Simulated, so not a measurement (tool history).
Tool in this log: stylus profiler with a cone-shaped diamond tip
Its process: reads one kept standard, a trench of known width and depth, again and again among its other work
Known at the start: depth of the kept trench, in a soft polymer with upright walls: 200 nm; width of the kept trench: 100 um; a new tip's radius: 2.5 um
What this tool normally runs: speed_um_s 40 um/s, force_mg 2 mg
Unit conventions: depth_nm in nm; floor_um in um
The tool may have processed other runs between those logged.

run,hour,speed_um_s,force_mg,depth_nm,floor_um
1,0,40,2,202.06,97.42
2,48.1,40,2,202.13,97.35
3,81.5,40,2,202.02,97.37
4,108.4,40,2,202.04,97.47
5,146.5,40,2,202.1,97.44
6,167.9,40,0.81,200.95,97.19
7,214.4,40,2,201.87,97.4
8,242.9,40,2,201.91,97.33
9,278.2,40,2,201.91,97.31
10,309.7,40,2,201.96,97.34
11,345.4,40,2,201.92,97.33
12,379.8,40,2.93,202.61,97.41
13,404.1,31,2,202.01,97.36
14,436.3,40,2,202.06,97.29
15,460.4,40,2.67,202.46,97.33
16,491.2,40,2.67,202.58,97.31
17,524.6,40,1.52,201.45,97.25
18,558.5,40,1.52,201.43,97.25
19,605.8,59,1.16,200.99,97.02
20,639.8,59,5.32,204.27,97.32
21,678.7,18,2.89,202.47,97.42
22,713.8,17,1.19,201.1,97.37
23,756.2,13,4.88,203.89,97.48
24,776.4,11,0.89,200.73,97.36
25,816.1,116,1.36,201.25,96.55
26,838.3,86,1.85,201.6,96.88
27,870.3,86,1.85,201.75,96.86
28,892.7,16,2,201.81,97.37
29,921.2,16,2,201.94,97.35
30,969.5,20,4.38,203.64,97.28
31,1014.9,20,4.38,203.6,97.33
32,1042.7,20,4.24,203.34,97.37

The next listed run, before its measurement:
33,1068.5,107,2,?,?

depth_nm: 201.64 nm
floor_um: 96.75 um
With the hidden condition absent and the run-to-run variation left alone, this run would have shown depth_nm 202.39 nm, floor_um 97.36 um.
